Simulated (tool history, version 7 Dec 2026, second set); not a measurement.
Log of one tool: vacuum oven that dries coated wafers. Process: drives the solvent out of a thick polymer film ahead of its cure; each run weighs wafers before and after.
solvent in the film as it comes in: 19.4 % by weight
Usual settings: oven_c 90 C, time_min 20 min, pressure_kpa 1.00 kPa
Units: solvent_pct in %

Run 1, hour 0.0: usual settings. Result: solvent_pct 2.39 %.
Run 2, hour 92.5: usual settings. Result: solvent_pct 2.52 %.
Run 3, hour 142.1: usual settings. Result: solvent_pct 2.38 %.
Run 4, hour 231.9: usual settings. Result: solvent_pct 2.48 %.
Run 5, hour 308.7: usual settings but pressure_kpa 0.74 kPa. Result: solvent_pct 2.43 %.
Run 6, hour 389.9: usual settings but oven_c 95 C. Result: solvent_pct 1.50 %.
Run 7, hour 456.8: usual settings but oven_c 95 C, pressure_kpa 0.61 kPa. Result: solvent_pct 1.35 %.
Run 8, hour 519.6: usual settings but pressure_kpa 1.08 kPa. Result: solvent_pct 2.75 %.
Run 9, hour 559.6: usual settings but pressure_kpa 1.08 kPa. Result: solvent_pct 2.73 %.
Run 10, hour 618.8: usual settings but time_min 13 min. Result: solvent_pct 4.53 %.
Run 11, hour 705.8: usual settings but time_min 13 min. Result: solvent_pct 4.57 %.
Run 12, hour 792.3: usual settings. Result: solvent_pct 2.74 %.
Run 13, hour 835.6: usual settings. Result: solvent_pct 2.70 %.
Run 14, hour 925.3: usual settings but pressure_kpa 1.25 kPa. Result: solvent_pct 2.85 %.
Run 15, hour 969.1: usual settings but oven_c 86 C. Result: solvent_pct 3.97 %.
Run 16, hour 1049.0: usual settings. Result: solvent_pct 2.76 %.
At hour 1143.8: oven's thermocouples calibrated.
Run 17, hour 1145.0: usual settings but oven_c 97 C. Result: solvent_pct 1.28 %.
Run 18, hour 1198.5: usual settings but oven_c 97 C. Result: solvent_pct 1.29 %.
Run 19, hour 1251.8: usual settings but time_min 25 min. Result: solvent_pct 2.12 %.
Run 20, hour 1329.5: usual settings but oven_c 86 C, time_min 25 min. Result: solvent_pct 3.11 %.
Run 21, hour 1374.5: usual settings but oven_c 86 C, time_min 34 min. Result: solvent_pct 2.18 %.
At hour 1441.2: vacuum gauge cleaned of residue and calibrated.
Run 22, hour 1461.7: usual settings but oven_c 86 C, time_min 34 min, pressure_kpa 1.84 kPa. Result: solvent_pct 2.04 %.
Run 23, hour 1545.3: usual settings but oven_c 86 C, time_min 34 min, pressure_kpa 1.84 kPa. Result: solvent_pct 2.11 %.
Run 24, hour 1612.7: usual settings but pressure_kpa 1.54 kPa. Result: solvent_pct 2.58 %.
Run 25, hour 1667.3: usual settings but oven_c 77 C, pressure_kpa 1.72 kPa. Result: solvent_pct 7.57 %.
Run 26, hour 1730.5: usual settings but oven_c 87 C, time_min 12 min, pressure_kpa 1.72 kPa. Result: solvent_pct 6.32 %.
Run 27, hour 1775.3: usual settings but time_min 17 min. Result: solvent_pct 2.96 %.
Run 28, hour 1856.3: usual settings but oven_c 92 C, time_min 32 min, pressure_kpa 2.85 kPa. Result: solvent_pct 1.81 %.
Run 29, hour 1898.5: usual settings but oven_c 84 C, time_min 27 min, pressure_kpa 0.82 kPa. Result: solvent_pct 2.83 %.
Run 30, hour 1967.4: usual settings but oven_c 95 C, time_min 31 min, pressure_kpa 2.71 kPa. Result: solvent_pct 1.41 %.
Run 31, hour 2037.4: usual settings but oven_c 95 C, time_min 14 min, pressure_kpa 3.12 kPa. Result: solvent_pct 3.28 %.
Run 32, hour 2114.9: usual settings but oven_c 95 C, time_min 14 min, pressure_kpa 3.12 kPa. Result: solvent_pct 3.30 %.
Run 33, hour 2195.7: usual settings but oven_c 99 C, time_min 23 min, pressure_kpa 1.86 kPa. Result: solvent_pct 0.98 %.
Run 34, hour 2275.3: usual settings but oven_c 101 C, time_min 21 min, pressure_kpa 3.05 kPa. Result: solvent_pct 1.36 %.
Run 35, hour 2326.4: usual settings but oven_c 95 C, time_min 22 min, pressure_kpa 2.87 kPa. Result: solvent_pct 1.99 %.
Run 36, hour 2378.5: usual settings but oven_c 79 C, time_min 33 min, pressure_kpa 3.43 kPa. Result: solvent_pct 5.61 %.
Run 37, hour 2421.2: usual settings but time_min 33 min, pressure_kpa 1.02 kPa. Result: solvent_pct 1.20 %.
Run 38, hour 2471.5: usual settings but oven_c 93 C, time_min 11 min, pressure_kpa 2.13 kPa. Result: solvent_pct 4.88 %.
Run 39, hour 2556.6: usual settings but oven_c 93 C, time_min 11 min, pressure_kpa 2.13 kPa. Result: solvent_pct 4.81 %.
Run 40, hour 2651.0: usual settings but oven_c 79 C, time_min 29 min, pressure_kpa 1.55 kPa. Result: solvent_pct 5.13 %.
At hour 2710.4: oven's thermocouples calibrated.
Run 41, hour 2719.7: usual settings but oven_c 85 C, pressure_kpa 0.96 kPa. Result: solvent_pct 4.05 %.
Run 42, hour 2786.3: usual settings but oven_c 80 C, time_min 34 min, pressure_kpa 2.57 kPa. Result: solvent_pct 4.60 %.
Run 43, hour 2832.8: usual settings but time_min 16 min. Result: solvent_pct 3.52 %.
Run 44, hour 2897.8: usual settings but oven_c 93 C, time_min 14 min, pressure_kpa 1.06 kPa. Result: solvent_pct 3.14 %.
Run 45, hour 2947.0: usual settings but oven_c 93 C, time_min 21 min, pressure_kpa 3.55 kPa. Result: solvent_pct 2.86 %.
Run 46, hour 3018.4: usual settings but oven_c 98 C, time_min 30 min, pressure_kpa 0.73 kPa. Result: solvent_pct 0.50 %.
Run 47, hour 3062.4: usual settings but oven_c 104 C, time_min 35 min, pressure_kpa 0.55 kPa. Result: solvent_pct 0.40 %.

3 ways to go on from here, each from the tool as it stands after run 47. What would each give?
Run A, hour 3117.7: usual settings but oven_c 97 C, time_min 35 min, pressure_kpa 0.55 kPa. Result: solvent_pct ?.
Run B, hour 3117.7: usual settings but pressure_kpa 3.01 kPa. Result: solvent_pct ?.
Run C, hour 3117.7: usual settings but oven_c 101 C, time_min 28 min. Result: solvent_pct ?.

run  solvent_pct
  A         0.48
  B         3.58
  C         0.63
Without the tool's hidden state the same runs would have given:
run  solvent_pct
  A         0.27
  B         3.21
  C         0.44
